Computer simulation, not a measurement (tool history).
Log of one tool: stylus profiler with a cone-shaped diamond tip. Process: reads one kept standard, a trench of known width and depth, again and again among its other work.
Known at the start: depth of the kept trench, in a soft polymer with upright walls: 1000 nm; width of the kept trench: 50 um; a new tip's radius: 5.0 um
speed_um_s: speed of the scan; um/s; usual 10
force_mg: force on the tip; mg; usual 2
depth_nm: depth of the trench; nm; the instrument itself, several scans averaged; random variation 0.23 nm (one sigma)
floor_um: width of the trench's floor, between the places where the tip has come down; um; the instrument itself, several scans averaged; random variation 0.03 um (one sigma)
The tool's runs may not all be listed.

run,hour,speed_um_s,force_mg,depth_nm,floor_um
1,0,10,2,1011.29,42.27
2,30.3,10,3.82,1019.24,42.23
3,56.2,10,3.82,1019.13,42.21
4,86.3,10,3.82,1019.12,42.15
5,100.5,10,3.82,1019.31,42.12
6,114.7,10,2,1010.29,42.17
7,135,10,2,1011.18,42.09
8,157.5,10,2,1010.79,42.1
9,174.7,10,2,1010.45,42.1
10,189.8,10,0.92,1004.22,41.99
11,218.1,10,0.92,1004.2,42.04
12,239.8,10,0.92,1004.16,41.97
13,264.8,10,0.92,1003.38,41.95
14,294.1,10,0.92,1003.98,41.9
15,327.2,10,0.92,1003.96,41.85
16,359.5,19,0.92,1003.58,41.75
17,379,19,0.92,1003.78,41.78
18,393.2,19,0.92,1003.53,41.76
19,426.2,19,0.92,1003.45,41.69
20,459.3,10,3.36,1015.86,41.79
21,491.4,10,3.36,1015.6,41.79
# hour 498.8: height scale calibrated on a step standard
22,514.4,10,3.36,1022.35,41.73
23,543.7,10,2,1015.5,41.71
24,574,19,2.8,1019.41,41.65
25,591.2,17,4.43,1026.05,41.65
26,608.8,29,3.97,1024.5,41.59
27,636.2,6,2.08,1015.7,41.62
28,660.9,10,0.68,1007.01,41.6
29,679,3,5.08,1028.3,41.63
30,695.2,9,2.59,1017.93,41.62
31,722.6,9,4.98,1027.87,41.56
32,743.4,7,0.67,1006.87,41.46
33,758.1,6,4.79,1026.63,41.56
34,783.2,6,4.79,1027.11,41.53
35,812.7,4,1.73,1013.43,41.53
36,838.5,3,1.19,1009.97,41.48
37,858.6,17,4.24,1024.19,41.43
38,878.9,17,4.24,1024.49,41.38
39,894.1,10,4.28,1024.63,41.45
40,913.6,4,4.48,1025.12,41.4
41,940,13,1.57,1011.79,41.33
42,958.7,5,1.61,1012.48,41.31
43,981.6,5,0.72,1006.21,41.29
44,1000,5,0.72,1006.57,41.27
45,1021.5,5,0.72,1006.41,41.29
46,1041.1,5,0.72,1006.48,41.27

4 ways to go on from here, each from the tool as it stands after run 46. What would each give?
A,1071.1,10,1.27,?,?
B,1071.1,16,1.08,?,?
C,1071.1,38,4.93,?,?
D,1071.1,5,1.22,?,?

run,depth_nm,floor_um
A,1010.13,41.21
B,1008.7,41.12
C,1026.28,41.14
D,1009.27,41.26
Without the tool's hidden state the same runs would have given:
run,depth_nm,floor_um
A,1011.68,43.95
B,1010.25,43.86
C,1027.85,43.88
D,1010.82,43.99

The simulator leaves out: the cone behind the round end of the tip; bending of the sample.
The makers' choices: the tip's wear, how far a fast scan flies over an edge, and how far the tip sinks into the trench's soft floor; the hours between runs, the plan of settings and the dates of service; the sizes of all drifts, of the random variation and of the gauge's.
